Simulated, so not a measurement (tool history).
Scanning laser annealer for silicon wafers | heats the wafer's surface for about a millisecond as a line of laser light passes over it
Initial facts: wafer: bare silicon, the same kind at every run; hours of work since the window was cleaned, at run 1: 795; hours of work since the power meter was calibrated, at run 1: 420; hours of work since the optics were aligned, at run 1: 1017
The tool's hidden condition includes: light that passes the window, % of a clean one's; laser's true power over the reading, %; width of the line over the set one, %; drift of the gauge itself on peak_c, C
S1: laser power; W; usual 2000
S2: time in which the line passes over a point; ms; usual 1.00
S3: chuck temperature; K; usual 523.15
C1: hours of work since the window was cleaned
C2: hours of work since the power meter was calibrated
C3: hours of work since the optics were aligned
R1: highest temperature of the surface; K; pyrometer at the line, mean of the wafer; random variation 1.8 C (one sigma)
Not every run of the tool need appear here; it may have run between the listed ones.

run	hour	S1	S2	S3	C1	C2	C3	R1
1	0.0	2000	1.00	523.15	795	420	1017	1223.15
# hour 27.1: optics aligned, line set to its width
2	28.1	2000	0.88	523.15	808	434	1	1174.15
# hour 45.1: window over the wafer cleaned
3	60.1	2000	0.88	523.15	9	452	19	1177.15
4	98.0	2115	1.00	523.15	32	475	41	1277.15
5	128.4	2115	1.00	523.15	50	493	59	1279.15
6	164.9	2000	1.00	523.15	72	515	81	1229.15
7	198.1	2000	1.00	488.15	92	535	101	1191.15
8	234.6	2000	1.00	488.15	113	557	123	1191.15
9	272.4	2000	1.00	488.15	136	579	146	1187.15
10	307.1	2000	1.00	488.15	157	600	166	1193.15
11	329.0	1713	1.00	488.15	170	613	180	1064.15
12	344.9	1956	1.00	523.15	180	623	189	1207.15
13	364.7	1956	1.00	523.15	191	635	201	1206.15
14	403.7	2000	0.75	523.15	215	658	224	1113.15
15	441.0	2000	0.75	523.15	237	680	247	1115.15
16	473.9	2000	0.75	523.15	257	700	266	1115.15
17	504.9	2000	0.75	562.15	275	719	285	1155.15
18	537.6	2000	0.75	562.15	295	738	305	1157.15
19	555.3	2000	0.75	562.15	306	749	315	1150.15

Run 20 has not been measured yet. What should we expect?
20	576.5	2000	1.00	498.15	318	761	328	?

R1: 1202.15 K
The same run, on a tool lacking any hidden state, would have yielded R1 1202.15 K.
